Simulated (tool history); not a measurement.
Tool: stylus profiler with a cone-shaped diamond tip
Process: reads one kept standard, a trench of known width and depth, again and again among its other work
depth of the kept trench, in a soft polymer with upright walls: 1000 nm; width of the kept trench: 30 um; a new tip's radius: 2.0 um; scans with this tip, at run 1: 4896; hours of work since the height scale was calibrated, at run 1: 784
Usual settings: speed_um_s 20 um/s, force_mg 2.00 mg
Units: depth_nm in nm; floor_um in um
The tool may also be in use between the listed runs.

run	hour	speed_um_s	force_mg	scans with this tip	hours of work since the height scale was calibrated	depth_nm	floor_um
1	0.0	20	2.00	4896	784	1009.92	26.48
2	30.0	20	2.00	5007	802	1009.68	26.41
3	85.6	20	3.42	5211	835	1014.35	26.48
4	114.1	20	1.66	5316	851	1008.67	26.48
5	178.9	20	1.66	5553	889	1009.17	26.51
6	237.1	37	1.66	5767	924	1008.77	26.38
# hour 270.9: height scale calibrated on a step standard
7	272.5	37	1.66	5895	1	1008.46	26.37
8	328.1	37	1.66	6099	34	1008.63	26.40
9	372.7	37	1.66	6263	60	1008.60	26.40
10	406.1	37	1.66	6386	79	1008.48	26.41
11	452.7	37	1.66	6557	107	1008.58	26.46
12	509.8	37	1.66	6766	140	1008.43	26.42
13	544.4	37	1.66	6894	161	1008.72	26.35
14	608.7	37	1.66	7129	199	1008.24	26.40
15	666.1	37	1.66	7340	232	1008.43	26.39
16	708.8	20	2.19	7497	257	1010.62	26.45
17	738.0	20	2.00	7604	275	1009.94	26.49
18	786.8	20	2.00	7783	303	1010.20	26.49
19	832.7	20	2.00	7952	330	1009.95	26.49
20	885.9	20	2.00	8147	362	1009.95	26.49
21	939.2	20	2.00	8343	393	1009.83	26.43
22	991.6	20	2.00	8535	424	1009.90	26.49
23	1033.8	20	1.41	8690	449	1007.84	26.44
24	1078.0	5	2.79	8853	475	1012.52	26.51
25	1131.8	5	2.79	9050	506	1012.27	26.45
26	1186.1	16	1.05	9249	538	1006.16	26.48
27	1253.3	16	1.05	9496	578	1006.41	26.44
28	1316.8	55	2.07	9729	615	1009.93	26.35
29	1357.2	62	1.00	9878	639	1006.76	26.24
30	1384.6	60	0.96	9978	655	1006.43	26.27
31	1413.3	21	0.96	10084	672	1006.17	26.43
32	1476.4	21	0.96	10315	709	1006.31	26.45
33	1514.6	64	2.40	10455	731	1011.23	26.31
34	1564.8	64	2.40	10640	761	1011.20	26.33
35	1618.4	41	0.70	10837	792	1004.40	26.28
36	1677.9	25	2.11	11055	827	1010.65	26.44
37	1713.0	25	2.11	11184	848	1009.95	26.48
38	1761.4	20	2.99	11362	876	1013.07	26.45
39	1799.9	20	2.99	11503	899	1012.85	26.45
40	1827.5	55	4.74	11604	915	1017.56	26.45
# hour 1872.4: height scale calibrated on a step standard
41	1888.3	20	4.80	11826	9	1017.68	26.49
42	1934.8	22	0.92	11997	37	1005.40	26.44
43	1986.5	67	1.08	12187	67	1006.21	26.22
44	2019.6	13	4.25	12308	87	1016.30	26.45
45	2074.0	13	4.25	12508	119	1016.27	26.51
46	2132.1	13	4.25	12721	153	1016.55	26.50

Forecast each of these 3 alternatives for the next run:
A	2194.2	18	0.76	12949	189	?	?
B	2194.2	18	0.70	12949	189	?	?
C	2194.2	40	1.72	12949	189	?	?

run	depth_nm	floor_um
A	1004.71	26.50
B	1004.69	26.45
C	1008.67	26.37
Without the tool's hidden state the same runs would have given:
run	depth_nm	floor_um
A	1004.70	26.51
B	1004.69	26.45
C	1008.67	26.37

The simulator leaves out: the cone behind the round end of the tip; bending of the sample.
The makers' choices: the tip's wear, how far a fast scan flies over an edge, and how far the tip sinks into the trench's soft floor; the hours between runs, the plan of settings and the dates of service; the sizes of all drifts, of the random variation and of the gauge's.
